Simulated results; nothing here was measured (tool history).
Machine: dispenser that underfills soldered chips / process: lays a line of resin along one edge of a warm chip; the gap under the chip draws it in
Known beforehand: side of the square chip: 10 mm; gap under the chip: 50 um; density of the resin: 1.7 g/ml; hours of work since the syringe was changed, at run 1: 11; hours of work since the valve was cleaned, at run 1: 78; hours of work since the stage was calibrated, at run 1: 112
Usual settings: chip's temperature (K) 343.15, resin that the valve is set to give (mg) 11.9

run,hour,chip's temperature (K),resin that the valve is set to give (mg),hours of work since the syringe was changed,hours of work since the valve was cleaned,hours of work since the stage was calibrated,time until the resin shows at the far edge (s),resin that the valve gave (mg)
1,0,343.15,11.9,11,78,112,111.7,11.6
# hour 1.6: new syringe of resin
2,12.8,353.15,11.9,8,87,121,63.6,11.61
# hour 18.3: new syringe of resin
3,21.2,343.15,13.9,2,92,126,70.3,13.67
4,30.3,343.15,13.9,8,99,133,97.3,13.52
# hour 35.1: new syringe of resin
5,38.7,357.15,13.9,3,104,138,38.7,13.46
# hour 51.9: new syringe of resin
6,53.3,343.15,11.9,1,114,148,67.4,11.56
7,68.1,343.15,11.9,11,125,158,113.5,11.54
# hour 69.1: new syringe of resin
8,79.1,343.15,11.9,7,132,166,96.5,11.45
# hour 85.8: new syringe of resin
9,88.7,343.15,11.9,2,139,172,70.4,11.42
10,99,343.15,11.9,9,146,179,102.7,11.33
# hour 102.7: new syringe of resin
# hour 104.9: dispensing valve cleaned and set on the balance
11,110.2,343.15,11.9,5,4,186,80.5,11.92
# hour 120.3: new syringe of resin
12,123.4,343.15,11.9,2,13,195,69.9,11.78
13,134.3,343.15,11.9,10,20,203,102.2,11.81
# hour 137.8: new syringe of resin
14,144.5,343.15,14.7,5,27,210,77.5,14.62
15,153.7,343.15,11.9,11,33,216,112.5,11.74
# hour 154.9: new syringe of resin
16,163.2,343.15,11.9,6,40,222,86,11.74
# hour 171.8: new syringe of resin
17,175.6,343.15,11.9,3,48,231,70.4,11.72
# hour 188.7: new syringe of resin
18,188.9,355.15,14.2,0,57,240,35.6,13.93
19,195.6,355.15,14.2,5,62,245,45.8,13.97
20,202.2,355.15,14.2,9,67,249,57,13.8
# hour 206.2: new syringe of resin
21,210.5,355.15,14.2,3,72,255,41.3,13.86
# hour 223.5: new syringe of resin
22,223.5,355.15,14.2,0,81,263,35.8,13.75
23,232.2,332.15,12,6,87,269,139.4,11.68
# hour 240.1: new syringe of resin
24,240.6,343.15,12.7,0,92,275,62.3,12.35
25,251.8,343.15,12.7,8,100,283,92.2,12.27
# hour 256.9: new syringe of resin
26,263.3,341.15,10.4,4,108,291,87.7,10.08
27,270.2,333.15,14.5,9,113,295,153,13.91
# hour 273.8: new syringe of resin
28,283.7,328.15,10.6,7,122,305,186.8,10.12
# hour 290.8: new syringe of resin
29,296.7,338.15,14.7,4,131,313,92.5,14.05
# hour 308.2: new syringe of resin
30,310.5,333.15,11.9,2,140,323,105.2,11.25
31,318,345.15,11.9,7,145,328,78.2,11.34
# hour 323.1: dispensing valve cleaned and set on the balance
# hour 326.7: new syringe of resin
32,329.5,347.15,14.7,2,4,335,53.9,14.76
33,340.1,339.15,15.1,9,12,342,112.8,15.04

Here are 3 independent what-if runs from the current tool condition. What would each one return?
# hour 343.6: new syringe of resin
A,349.2,329.15,15.2,4,18,349,?,?
# hour 343.6: new syringe of resin
B,349.2,350.15,12.6,4,18,349,?,?
# hour 343.6: new syringe of resin
C,349.2,329.15,11.1,4,18,349,?,?

run,time until the resin shows at the far edge (s),resin that the valve gave (mg)
A,135.2,15.06
B,53.5,12.52
C,146,11.06
Without the tool's hidden state the same runs would have given:
run,time until the resin shows at the far edge (s),resin that the valve gave (mg)
A,126.8,15.15
B,49.3,12.59
C,136.7,11.13
